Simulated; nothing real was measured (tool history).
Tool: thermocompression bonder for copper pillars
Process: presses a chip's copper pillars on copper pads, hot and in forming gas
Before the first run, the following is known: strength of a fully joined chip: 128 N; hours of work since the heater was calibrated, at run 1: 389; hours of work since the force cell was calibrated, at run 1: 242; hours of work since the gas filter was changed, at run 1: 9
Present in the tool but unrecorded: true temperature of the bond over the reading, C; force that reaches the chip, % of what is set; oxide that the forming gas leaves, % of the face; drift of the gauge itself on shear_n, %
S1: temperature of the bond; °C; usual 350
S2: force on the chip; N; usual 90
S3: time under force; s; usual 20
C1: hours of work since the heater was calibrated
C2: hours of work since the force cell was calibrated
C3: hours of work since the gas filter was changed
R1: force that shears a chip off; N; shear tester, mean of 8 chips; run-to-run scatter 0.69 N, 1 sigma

Run 1, hour 0.0: usual settings; C1 389; C2 242; C3 9. Result: R1 87.5 N.
Run 2, hour 10.0: usual settings; C1 397; C2 250; C3 16. Result: R1 89.2 N.
Run 3, hour 15.7: usual settings; C1 402; C2 255; C3 21. Result: R1 88.3 N.
Run 4, hour 20.4: usual settings; C1 405; C2 258; C3 25. Result: R1 87.6 N.
Run 5, hour 27.7: usual settings; C1 411; C2 264; C3 30. Result: R1 88.9 N.
Run 6, hour 33.3: usual settings; C1 415; C2 268; C3 35. Result: R1 87.9 N.
Run 7, hour 40.8: usual settings but S1 359 °C; C1 421; C2 274; C3 41. Result: R1 94.0 N.
Run 8, hour 47.6: usual settings but S1 359 °C; C1 427; C2 280; C3 46. Result: R1 92.6 N.
Run 9, hour 56.5: usual settings but S1 359 °C; C1 434; C2 286; C3 53. Result: R1 94.8 N.
Run 10, hour 63.5: usual settings but S1 359 °C; C1 439; C2 292; C3 58. Result: R1 93.9 N.
Run 11, hour 72.2: usual settings but S1 359 °C; C1 446; C2 299; C3 65. Result: R1 94.1 N.
Run 12, hour 81.6: usual settings but S1 325 °C, S3 49 s; C1 453; C2 306; C3 73. Result: R1 89.4 N.
Run 13, hour 86.1: usual settings but S1 325 °C, S3 49 s; C1 457; C2 310; C3 76. Result: R1 90.1 N.
Run 14, hour 94.6: usual settings but S1 325 °C, S3 49 s; C1 463; C2 316; C3 83. Result: R1 90.4 N.
Run 15, hour 104.7: usual settings but S1 325 °C, S3 49 s; C1 471; C2 324; C3 91. Result: R1 89.9 N.
Run 16, hour 110.8: usual settings but S1 376 °C, S2 64 N, S3 49 s; C1 476; C2 329; C3 95. Result: R1 101.0 N.
Run 17, hour 118.7: usual settings but S1 376 °C, S2 64 N, S3 49 s; C1 482; C2 335; C3 102. Result: R1 102.2 N.
Run 18, hour 124.2: usual settings but S1 341 °C, S2 132 N, S3 24 s; C1 487; C2 339; C3 106. Result: R1 107.4 N.
Run 19, hour 131.2: usual settings but S1 341 °C, S2 132 N, S3 24 s; C1 492; C2 345; C3 111. Result: R1 107.0 N.
Run 20, hour 140.6: usual settings but S1 361 °C, S2 117 N, S3 16 s; C1 499; C2 352; C3 119. Result: R1 105.6 N.
Run 21, hour 148.5: usual settings but S1 361 °C, S2 117 N, S3 16 s; C1 506; C2 358; C3 125. Result: R1 105.2 N.
Run 22, hour 153.3: usual settings but S1 361 °C, S2 75 N, S3 30 s; C1 509; C2 362; C3 129. Result: R1 92.6 N.

4 options for the next run, each taken on its own from the tool as it stands now. Forecast them:
Run A, hour 159.9: usual settings but S2 55 N; C1 515; C2 367; C3 134. Result: R1 ?.
Run B, hour 159.9: usual settings but S1 370 °C, S3 22 s; C1 515; C2 367; C3 134. Result: R1 ?.
Run C, hour 159.9: usual settings but S1 344 °C, S2 75 N, S3 30 s; C1 515; C2 367; C3 134. Result: R1 ?.
Run D, hour 159.9: usual settings but S1 334 °C, S2 81 N, S3 30 s; C1 515; C2 367; C3 134. Result: R1 ?.

run     R1
  A   56.4
  B  100.0
  C   80.8
  D   76.8
Without the tool's hidden state the same runs would have given:
run     R1
  A   57.3
  B  102.4
  C   82.3
  D   78.0
